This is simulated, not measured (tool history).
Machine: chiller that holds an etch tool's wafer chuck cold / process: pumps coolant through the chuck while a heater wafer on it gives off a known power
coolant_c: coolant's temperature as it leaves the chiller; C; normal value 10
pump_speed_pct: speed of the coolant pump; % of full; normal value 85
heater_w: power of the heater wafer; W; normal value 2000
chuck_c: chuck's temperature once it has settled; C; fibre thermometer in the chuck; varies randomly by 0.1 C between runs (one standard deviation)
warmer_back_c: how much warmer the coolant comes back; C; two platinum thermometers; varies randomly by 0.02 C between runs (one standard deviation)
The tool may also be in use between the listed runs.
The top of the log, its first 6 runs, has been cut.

run	hour	coolant_c	pump_speed_pct	heater_w	chuck_c	warmer_back_c
7	537.2	17	63	2000	37.3	5.95
8	676.9	17	63	2000	37.2	5.94
9	793.1	17	63	2000	37.5	5.94
10	913.2	17	63	2000	37.4	5.98
11	1053.3	17	63	2000	37.6	5.98
12	1159.8	17	63	2000	37.6	5.96
13	1222.3	17	63	1821	35.8	5.41
14	1314.6	1	85	2000	17.0	4.47
15	1425.1	1	85	2000	17.0	4.41
16	1544.2	1	85	2000	17.2	4.43
# hour 1561.9: coolant changed, channels flushed
17	1612.0	1	85	2000	14.7	4.47
18	1701.4	19	85	2000	32.9	4.46
19	1783.1	19	85	2000	32.8	4.41
20	1860.0	19	85	2000	32.9	4.46
# hour 1869.9: chiller's thermometer calibrated
21	1976.7	5	62	1948	23.0	5.98
22	2069.2	5	71	1725	19.1	4.59
23	2202.7	5	71	1725	19.2	4.62
# hour 2247.0: chiller's thermometer calibrated, once more
24	2345.3	20	73	1625	32.8	4.19
25	2416.5	10	78	2000	24.9	4.87
26	2557.8	10	78	2000	25.1	4.87
27	2619.5	10	78	2000	25.0	4.89
28	2744.7	10	78	2000	25.2	4.89
29	2874.0	3	73	2563	23.6	6.72
30	2977.9	14	82	1640	26.0	3.84
31	3079.3	8	92	1436	17.6	2.97

Below are 3 alternative next runs, each starting from the tool's condition after run 31. Predict each:
A	3191.3	2	66	2614	?	?
B	3191.3	5	85	1906	?	?
C	3191.3	10	62	1889	?	?

run	chuck_c	warmer_back_c
A	25.2	7.55
B	18.8	4.28
C	27.8	5.84
Without the tool's hidden state the same runs would have given:
run	chuck_c	warmer_back_c
A	23.1	7.12
B	17.5	4.03
C	26.2	5.51

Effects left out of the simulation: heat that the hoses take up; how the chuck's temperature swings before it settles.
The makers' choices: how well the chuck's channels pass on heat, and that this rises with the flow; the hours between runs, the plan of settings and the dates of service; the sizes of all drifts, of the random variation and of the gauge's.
